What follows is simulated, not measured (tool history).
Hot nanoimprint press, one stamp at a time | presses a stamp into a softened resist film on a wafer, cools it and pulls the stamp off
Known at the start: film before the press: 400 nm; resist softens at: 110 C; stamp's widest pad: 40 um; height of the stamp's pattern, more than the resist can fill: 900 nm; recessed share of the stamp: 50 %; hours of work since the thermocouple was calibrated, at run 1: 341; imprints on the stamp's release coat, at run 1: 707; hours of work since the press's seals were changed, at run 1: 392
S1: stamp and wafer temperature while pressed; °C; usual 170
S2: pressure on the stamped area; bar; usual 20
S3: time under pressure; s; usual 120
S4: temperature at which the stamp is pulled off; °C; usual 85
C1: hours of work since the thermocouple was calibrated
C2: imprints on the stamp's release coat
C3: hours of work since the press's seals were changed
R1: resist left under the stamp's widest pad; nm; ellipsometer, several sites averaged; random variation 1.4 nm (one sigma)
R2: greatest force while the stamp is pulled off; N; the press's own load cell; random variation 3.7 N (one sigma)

run,hour,S1,S2,S3,S4,C1,C2,C3,R1,R2
1,0,170,20,120,85,341,707,392,230.8,205
2,43.5,170,20,120,85,365,896,415,232.5,215
3,118.8,170,20,120,85,406,1224,457,233.5,247
4,178.3,170,20,120,85,439,1483,489,235.9,244
# hour 218.8: stamp cleaned and given a new release coat
5,237.5,170,20,120,85,468,81,518,236.2,199
6,307.5,170,20,120,85,506,386,556,239.3,197
# hour 372.8: plate thermocouple calibrated
7,381.7,170,20,120,85,5,696,595,219.2,207
8,467,170,20,120,85,51,1067,642,223.8,225
9,531.2,170,20,120,85,86,1347,677,225.6,242
# hour 599.2: stamp cleaned and given a new release coat
10,613.9,170,20,120,85,128,64,719,229.1,182
11,674.6,170,23.7,106,92,162,328,752,226.3,177
12,746,181,17,100,73,200,639,791,159.8,246
13,808.7,181,17,100,73,235,912,825,161.3,274
14,854,181,17,100,73,259,1109,850,162,274
15,932.4,171,23.4,112,75,302,1450,893,218,286
16,967,171,23.4,112,75,321,1601,912,218.3,284
# hour 978.2: stamp cleaned and given a new release coat
17,1033.4,170,20,98,83,354,241,945,247.7,197

Forecast each of these 4 alternatives for the next run:
A,1104,164,24.9,98,92,393,548,983,?,?
B,1104,170,20,222,83,393,548,983,?,?
C,1104,170,20,76,73,393,548,983,?,?
D,1104,170,20,123,85,393,548,983,?,?

run,R1,R2
A,296.4,187
B,189,214
C,272.2,242
D,234.7,205
Without the tool's hidden state the same runs would have given:
run,R1,R2
A,276,162
B,171.1,187
C,253.3,211
D,215.4,179
